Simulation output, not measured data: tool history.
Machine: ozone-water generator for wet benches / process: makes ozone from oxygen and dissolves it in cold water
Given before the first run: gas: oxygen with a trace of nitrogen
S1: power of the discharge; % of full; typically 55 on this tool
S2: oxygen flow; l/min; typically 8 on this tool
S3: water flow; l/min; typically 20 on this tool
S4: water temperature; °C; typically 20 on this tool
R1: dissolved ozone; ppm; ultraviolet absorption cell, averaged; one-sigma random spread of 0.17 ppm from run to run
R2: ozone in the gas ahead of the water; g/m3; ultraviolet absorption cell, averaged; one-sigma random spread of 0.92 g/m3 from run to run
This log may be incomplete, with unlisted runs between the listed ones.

| run | day | S1 | S2 | S3 | S4 | R1 | R2 |
|---|---|---|---|---|---|---|---|
| 1 | 0 | 55 | 8 | 20 | 20 | 21.7 | 151.6 |
| 2 | 3.925 | 55 | 8 | 22 | 20 | 20.7 | 151 |
| 3 | 8.021 | 55 | 8 | 20 | 20 | 21.6 | 152.5 |
| 4 | 10.192 | 55 | 8 | 20 | 20 | 21.6 | 150.3 |
| 5 | 12.275 | 55 | 8 | 20 | 20 | 21.5 | 151.9 |
| 6 | 14.292 | 73 | 8 | 20 | 20 | 27.4 | 191.5 |
| 7 | 16.954 | 73 | 8 | 20 | 20 | 27.6 | 188.1 |
| 8 | 21.079 | 55 | 8 | 20 | 21 | 21.4 | 151.7 |
| 9 | 24.725 | 55 | 6.87 | 28 | 27 | 16.3 | 167.8 |
| 10 | 28.7 | 55 | 6.87 | 28 | 27 | 16.5 | 167.2 |
| 11 | 30.412 | 77 | 11.77 | 15 | 20 | 28.6 | 152.8 |
| 12 | 32.842 | 55 | 4.79 | 24 | 16 | 22 | 214.6 |
| 13 | 35.229 | 55 | 4.79 | 24 | 16 | 21.9 | 215.6 |
| 14 | 38.171 | 55 | 4.79 | 24 | 16 | 22.1 | 214.5 |
| 15 | 40.883 | 55 | 4.79 | 12 | 16 | 35 | 213.6 |
|  | 42.338 | water thermometer calibrated |
| 16 | 44.321 | 89 | 9.33 | 27 | 21 | 25.9 | 201 |

Predict each of these 4 candidate next runs independently; none follows another, all start after run 16:
| A | 46.975 | 88 | 12.37 | 27 | 21 | ? | ? |
| B | 46.975 | 89 | 13.75 | 27 | 21 | ? | ? |
| C | 46.975 | 80 | 8 | 20 | 27 | ? | ? |
| D | 46.975 | 55 | 8 | 20 | 16 | ? | ? |

| run | R1 | R2 |
|---|---|---|
| A | 23.6 | 162.4 |
| B | 23.3 | 151.7 |
| C | 25.9 | 202.5 |
| D | 23.7 | 149.9 |
What these runs would have given with no unlogged condition in the tool:
| run | R1 | R2 |
|---|---|---|
| A | 25.5 | 169.5 |
| B | 25.1 | 158.4 |
| C | 27.7 | 210.8 |
| D | 25.1 | 154.3 |
